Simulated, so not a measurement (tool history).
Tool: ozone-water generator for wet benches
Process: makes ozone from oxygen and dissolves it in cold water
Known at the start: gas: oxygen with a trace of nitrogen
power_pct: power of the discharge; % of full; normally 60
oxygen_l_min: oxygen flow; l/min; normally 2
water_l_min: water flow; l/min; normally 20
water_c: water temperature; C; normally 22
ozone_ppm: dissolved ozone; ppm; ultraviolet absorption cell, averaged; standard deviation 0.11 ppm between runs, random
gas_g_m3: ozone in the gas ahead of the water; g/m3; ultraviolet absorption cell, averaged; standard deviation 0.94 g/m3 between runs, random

| run | day | power_pct | oxygen_l_min | water_l_min | water_c | ozone_ppm | gas_g_m3 |
|---|---|---|---|---|---|---|---|
| 1 | 0 | 60 | 2 | 20 | 22 | 6.2 | 154.7 |
| 2 | 1.862 | 44 | 2 | 20 | 22 | 4.8 | 115 |
| 3 | 4.55 | 44 | 2 | 20 | 22 | 4.8 | 117.2 |
| 4 | 6.7 | 60 | 2 | 20 | 15 | 6.8 | 154 |
| 5 | 9.058 | 60 | 2 | 20 | 15 | 6.7 | 154.3 |
| 6 | 10.667 | 60 | 2 | 20 | 15 | 6.8 | 154.5 |
| 7 | 13.479 | 60 | 2.43 | 20 | 22 | 7 | 142.3 |
| 8 | 16.246 | 97 | 2.43 | 20 | 22 | 10.6 | 219.3 |
|  | 16.604 | contactor cleaned |
| 9 | 17.779 | 60 | 2 | 20 | 22 | 6.3 | 154.1 |
| 10 | 19.171 | 60 | 2 | 20 | 28 | 6.1 | 153.8 |
| 11 | 21.038 | 60 | 2 | 20 | 28 | 5.8 | 154.5 |
| 12 | 22.362 | 60 | 2 | 20 | 28 | 5.8 | 153.8 |
| 13 | 23.829 | 42 | 2 | 19 | 21 | 4.9 | 111.7 |
| 14 | 25.379 | 42 | 2 | 19 | 21 | 4.8 | 112.4 |
| 15 | 27.692 | 65 | 1.94 | 25 | 27 | 4.9 | 166.9 |
| 16 | 30.079 | 65 | 2.84 | 25 | 27 | 5.5 | 144.2 |
| 17 | 31.617 | 65 | 1 | 15 | 29 | 6.7 | 216.2 |
| 18 | 33.179 | 60 | 1.51 | 18 | 29 | 6 | 170.4 |
|  | 33.812 | contactor cleaned, once more |
| 19 | 36.058 | 60 | 1.51 | 18 | 29 | 6.5 | 171.5 |
| 20 | 37.3 | 60 | 1.51 | 18 | 29 | 6.4 | 170.1 |

Expected results for the next run?
| 21 | 39.433 | 60 | 1.51 | 18 | 29 | ? | ? |

{"run 21": {"ozone_ppm": 6.4, "gas_g_m3": 171.6}}
With no hidden state in the tool, this same run would have given ozone_ppm 6.7 ppm, gas_g_m3 178.5 g/m3.
